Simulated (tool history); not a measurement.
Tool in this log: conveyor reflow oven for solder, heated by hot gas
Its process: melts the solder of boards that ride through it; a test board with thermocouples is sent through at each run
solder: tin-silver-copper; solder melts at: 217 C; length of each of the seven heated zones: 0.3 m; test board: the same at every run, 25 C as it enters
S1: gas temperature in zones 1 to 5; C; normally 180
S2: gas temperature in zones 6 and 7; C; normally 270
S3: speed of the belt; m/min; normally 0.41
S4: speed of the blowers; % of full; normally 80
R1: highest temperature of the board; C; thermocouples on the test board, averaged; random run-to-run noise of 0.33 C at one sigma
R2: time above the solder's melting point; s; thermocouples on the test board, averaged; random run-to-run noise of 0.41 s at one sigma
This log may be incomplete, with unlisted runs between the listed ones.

run     day   S1   S2     S3  S4     R1    R2
  1       0  180  270   0.41  80  256.5  72.5
  2   2.192  180  270   0.41  80  256.9  72.1
  3   3.758  180  270   0.41  80  256.5  72.9
  4   4.983  180  265   0.41  80  252.7  68.4
      5.396  -- flux residue cleaned out of gas plates and filters
  5   7.512  180  265   0.41  80  253.7  71.2
  6  10.042  180  265   0.41  80  252.9  70.7
  7  12.254  180  265   0.41  80  253.2  70.6
  8  14.096  180  269   0.41  80  256.2  73.1
     14.392  -- belt drive overhauled, speed set with a stopwatch
  9  15.779  180  269   0.41  80  256.4  73.7
 10  17.558  180  269   0.41  80  256.4  72.9
 11  19.092  180  269   0.41  80  256.9  72.7
 12  20.458  180  269   0.41  80  256.4  72.6
     20.775  -- belt drive overhauled, speed set with a stopwatch, once more
 13  22.962  180  261   0.41  80  249.2  64.9
     23.804  -- flux residue cleaned out of gas plates and filters
 14  24.921  168  270   0.39  75  257.2    70
     25.942  -- thermocouples of zones 6 and 7 changed
 15  27.229  180  270  0.458  80  252.2  60.4
 16  28.592  175  270  0.443  80  252.3  60.2
 17  30.083  165  264  0.354  80  251.8  73.9
 18  32.225  178  264  0.354  80  253.3  81.2
 19  33.942  178  264  0.354  80    253  80.3
 20  35.608  178  281  0.433  80  262.2  69.7
 21  37.438  184  281  0.433  60  259.3  69.9
 22  38.771  180  279   0.41  53  257.3  71.3
 23  41.254  180  279   0.41  53  257.3    70
     42.025  -- flux residue cleaned out of gas plates and filters
 24  42.896  180  279   0.41  53  259.2  71.7
 25  45.212  167  276   0.41  80  258.7  67.4

Forecast each of these 3 alternatives for the next run:
  A  46.617  180  263  0.419  80   ?   ?
  B  46.617  187  281   0.41  80   ?   ?
  C  46.617  180  263  0.448  65   ?   ?

run     R1    R2
  A    249  64.4
  B  266.4  79.8
  C    244    55
Stripped of hidden state, with their random variation kept, the same runs would have yielded:
run     R1    R2
  A  249.3  64.4
  B  266.7  79.6
  C  244.4  55.2
